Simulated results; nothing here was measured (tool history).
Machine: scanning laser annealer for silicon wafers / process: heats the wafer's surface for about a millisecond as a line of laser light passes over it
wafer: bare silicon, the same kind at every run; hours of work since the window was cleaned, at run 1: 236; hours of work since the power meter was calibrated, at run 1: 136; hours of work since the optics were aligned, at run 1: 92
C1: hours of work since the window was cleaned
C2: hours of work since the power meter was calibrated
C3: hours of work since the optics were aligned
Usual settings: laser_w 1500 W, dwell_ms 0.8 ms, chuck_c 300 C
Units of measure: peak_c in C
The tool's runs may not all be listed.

{"run": 1, "day": 0.0, "laser_w": 1500, "dwell_ms": 0.8, "chuck_c": 300, "C1": 236, "C2": 136, "C3": 92, "peak_c": 1096}
{"run": 2, "day": 0.271, "laser_w": 1500, "dwell_ms": 0.8, "chuck_c": 287, "C1": 240, "C2": 141, "C3": 96, "peak_c": 1078}
{"run": 3, "day": 0.642, "laser_w": 1500, "dwell_ms": 0.8, "chuck_c": 287, "C1": 247, "C2": 148, "C3": 103, "peak_c": 1079}
{"run": 4, "day": 1.121, "laser_w": 1500, "dwell_ms": 0.651, "chuck_c": 300, "C1": 256, "C2": 156, "C3": 112, "peak_c": 1002}
{"run": 5, "day": 1.4, "laser_w": 1500, "dwell_ms": 0.8, "chuck_c": 300, "C1": 261, "C2": 161, "C3": 117, "peak_c": 1092}
{"run": 6, "day": 1.912, "laser_w": 1500, "dwell_ms": 0.8, "chuck_c": 300, "C1": 270, "C2": 170, "C3": 126, "peak_c": 1093}
{"run": 7, "day": 2.233, "laser_w": 1500, "dwell_ms": 0.8, "chuck_c": 300, "C1": 276, "C2": 176, "C3": 131, "peak_c": 1089}
{"run": 8, "day": 2.767, "laser_w": 1500, "dwell_ms": 0.8, "chuck_c": 300, "C1": 285, "C2": 185, "C3": 141, "peak_c": 1092}
{"run": 9, "day": 3.2, "laser_w": 1560, "dwell_ms": 0.8, "chuck_c": 300, "C1": 293, "C2": 193, "C3": 149, "peak_c": 1128}
{"day": 3.45, "done": "optics aligned, line set to its width"}
{"run": 10, "day": 3.908, "laser_w": 1560, "dwell_ms": 0.8, "chuck_c": 300, "C1": 302, "C2": 202, "C3": 8, "peak_c": 1128}
{"run": 11, "day": 4.312, "laser_w": 1560, "dwell_ms": 0.8, "chuck_c": 300, "C1": 309, "C2": 209, "C3": 15, "peak_c": 1124}
{"run": 12, "day": 4.742, "laser_w": 1603, "dwell_ms": 0.8, "chuck_c": 300, "C1": 317, "C2": 217, "C3": 23, "peak_c": 1155}
{"run": 13, "day": 5.296, "laser_w": 1323, "dwell_ms": 0.8, "chuck_c": 300, "C1": 327, "C2": 227, "C3": 33, "peak_c": 985}
{"run": 14, "day": 5.592, "laser_w": 1323, "dwell_ms": 0.8, "chuck_c": 300, "C1": 332, "C2": 232, "C3": 38, "peak_c": 981}
{"day": 5.842, "done": "optics aligned, line set to its width, once more"}
{"run": 15, "day": 6.246, "laser_w": 1500, "dwell_ms": 0.8, "chuck_c": 300, "C1": 340, "C2": 240, "C3": 7, "peak_c": 1088}
{"run": 16, "day": 6.567, "laser_w": 1500, "dwell_ms": 0.643, "chuck_c": 317, "C1": 346, "C2": 246, "C3": 13, "peak_c": 1011}
{"run": 17, "day": 6.883, "laser_w": 1500, "dwell_ms": 0.746, "chuck_c": 325, "C1": 351, "C2": 252, "C3": 19, "peak_c": 1080}
{"run": 18, "day": 7.371, "laser_w": 1278, "dwell_ms": 0.666, "chuck_c": 284, "C1": 360, "C2": 260, "C3": 27, "peak_c": 875}
{"run": 19, "day": 7.879, "laser_w": 1278, "dwell_ms": 0.807, "chuck_c": 326, "C1": 369, "C2": 269, "C3": 36, "peak_c": 986}
{"run": 20, "day": 8.188, "laser_w": 1347, "dwell_ms": 0.989, "chuck_c": 319, "C1": 374, "C2": 275, "C3": 42, "peak_c": 1103}
{"run": 21, "day": 8.496, "laser_w": 1414, "dwell_ms": 0.8, "chuck_c": 305, "C1": 380, "C2": 280, "C3": 47, "peak_c": 1043}
{"run": 22, "day": 9.033, "laser_w": 1439, "dwell_ms": 0.8, "chuck_c": 310, "C1": 390, "C2": 290, "C3": 57, "peak_c": 1059}
{"run": 23, "day": 9.546, "laser_w": 1556, "dwell_ms": 0.835, "chuck_c": 305, "C1": 399, "C2": 299, "C3": 66, "peak_c": 1147}
{"run": 24, "day": 10.138, "laser_w": 1556, "dwell_ms": 0.835, "chuck_c": 306, "C1": 409, "C2": 310, "C3": 77, "peak_c": 1146}
{"run": 25, "day": 10.567, "laser_w": 1602, "dwell_ms": 0.983, "chuck_c": 316, "C1": 417, "C2": 317, "C3": 84, "peak_c": 1269}
{"run": 26, "day": 10.892, "laser_w": 1352, "dwell_ms": 0.707, "chuck_c": 275, "C1": 423, "C2": 323, "C3": 90, "peak_c": 924}
{"run": 27, "day": 11.458, "laser_w": 1518, "dwell_ms": 0.609, "chuck_c": 282, "C1": 433, "C2": 333, "C3": 100, "peak_c": 963}
{"run": 28, "day": 11.779, "laser_w": 1500, "dwell_ms": 0.622, "chuck_c": 264, "C1": 439, "C2": 339, "C3": 106, "peak_c": 946}
{"run": 29, "day": 12.171, "laser_w": 1500, "dwell_ms": 0.769, "chuck_c": 283, "C1": 446, "C2": 346, "C3": 113, "peak_c": 1049}

5 ways to go on from here, each from the tool as it stands after run 29. What would each give?
{"run": "A", "day": 12.471, "laser_w": 1500, "dwell_ms": 0.576, "chuck_c": 325, "C1": 451, "C2": 351, "C3": 118, "peak_c": "?"}
{"run": "B", "day": 12.471, "laser_w": 1490, "dwell_ms": 0.599, "chuck_c": 328, "C1": 451, "C2": 351, "C3": 118, "peak_c": "?"}
{"run": "C", "day": 12.471, "laser_w": 1645, "dwell_ms": 0.887, "chuck_c": 325, "C1": 451, "C2": 351, "C3": 118, "peak_c": "?"}
{"run": "D", "day": 12.471, "laser_w": 1485, "dwell_ms": 0.61, "chuck_c": 300, "C1": 451, "C2": 351, "C3": 118, "peak_c": "?"}
{"run": "E", "day": 12.471, "laser_w": 1500, "dwell_ms": 0.645, "chuck_c": 306, "C1": 451, "C2": 351, "C3": 118, "peak_c": "?"}

run=A peak_c=976
run=B peak_c=988
run=C peak_c=1252
run=D peak_c=968
run=E peak_c=1000
Stripped of hidden state, with their random variation kept, the same runs would have yielded:
run=A peak_c=991
run=B peak_c=1003
run=C peak_c=1273
run=D peak_c=983
run=E peak_c=1016

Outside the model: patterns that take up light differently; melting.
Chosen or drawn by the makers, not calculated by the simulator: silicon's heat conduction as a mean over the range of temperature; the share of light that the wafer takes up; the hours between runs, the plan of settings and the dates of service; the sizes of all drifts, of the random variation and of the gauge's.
